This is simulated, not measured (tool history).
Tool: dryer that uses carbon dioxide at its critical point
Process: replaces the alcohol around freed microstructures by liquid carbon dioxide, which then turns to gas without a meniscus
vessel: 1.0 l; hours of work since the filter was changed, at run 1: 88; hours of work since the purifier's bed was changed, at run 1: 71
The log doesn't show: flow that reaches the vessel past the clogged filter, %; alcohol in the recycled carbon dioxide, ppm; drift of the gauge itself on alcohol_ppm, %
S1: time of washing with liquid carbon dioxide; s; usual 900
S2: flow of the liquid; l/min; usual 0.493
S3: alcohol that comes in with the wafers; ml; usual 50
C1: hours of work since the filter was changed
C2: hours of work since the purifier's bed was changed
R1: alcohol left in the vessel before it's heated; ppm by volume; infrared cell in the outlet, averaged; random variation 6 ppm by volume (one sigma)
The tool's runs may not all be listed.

run 1 day=0.000 | S1=900 S2=0.493 S3=50 | C1=88 C2=71 | R1=323
run 2 day=0.467 | S1=900 S2=0.493 S3=50 | C1=93 C2=75 | R1=329
run 3 day=0.779 | S1=900 S2=0.493 S3=50 | C1=96 C2=78 | R1=328
run 4 day=1.200 | S1=1020 S2=0.493 S3=50 | C1=100 C2=82 | R1=185
run 5 day=1.554 | S1=900 S2=0.493 S3=50 | C1=103 C2=86 | R1=347
run 6 day=1.846 | S1=900 S2=0.493 S3=50 | C1=106 C2=88 | R1=347
run 7 day=2.504 | S1=900 S2=0.493 S3=50 | C1=113 C2=95 | R1=346
run 8 day=3.104 | S1=900 S2=0.493 S3=50 | C1=118 C2=101 | R1=362
run 9 day=3.533 | S1=900 S2=0.493 S3=50 | C1=123 C2=105 | R1=377
run 10 day=3.858 | S1=780 S2=0.612 S3=69 | C1=126 C2=108 | R1=320
run 11 day=4.442 | S1=1200 S2=0.332 S3=69 | C1=131 C2=114 | R1=918
run 12 day=5.000 | S1=600 S2=0.332 S3=69 | C1=137 C2=119 | R1=7771
run 13 day=5.321 | S1=1200 S2=0.753 S3=87 | C1=140 C2=122 | R1=34
run 14 day=5.671 | S1=1080 S2=0.822 S3=30 | C1=143 C2=125 | R1=37
run 15 day=6.088 | S1=1080 S2=0.822 S3=30 | C1=147 C2=129 | R1=29
run 16 day=6.679 | S1=1080 S2=0.822 S3=21 | C1=153 C2=135 | R1=32
run 17 day=7.329 | S1=1080 S2=0.822 S3=21 | C1=159 C2=141 | R1=42

3 ways to go on from here, each from the tool as it stands after run 17. What would each give?
run A day=7.725 | S1=660 S2=0.664 S3=21 | C1=163 C2=145 | R1=?
run B day=7.725 | S1=1080 S2=0.764 S3=21 | C1=163 C2=145 | R1=?
run C day=7.725 | S1=600 S2=0.314 S3=72 | C1=163 C2=145 | R1=?

run=A R1=188
run=B R1=31
run=C R1=9724
Without the tool's hidden state the same runs would have given:
run=A R1=88
run=B R1=1
run=C R1=7642
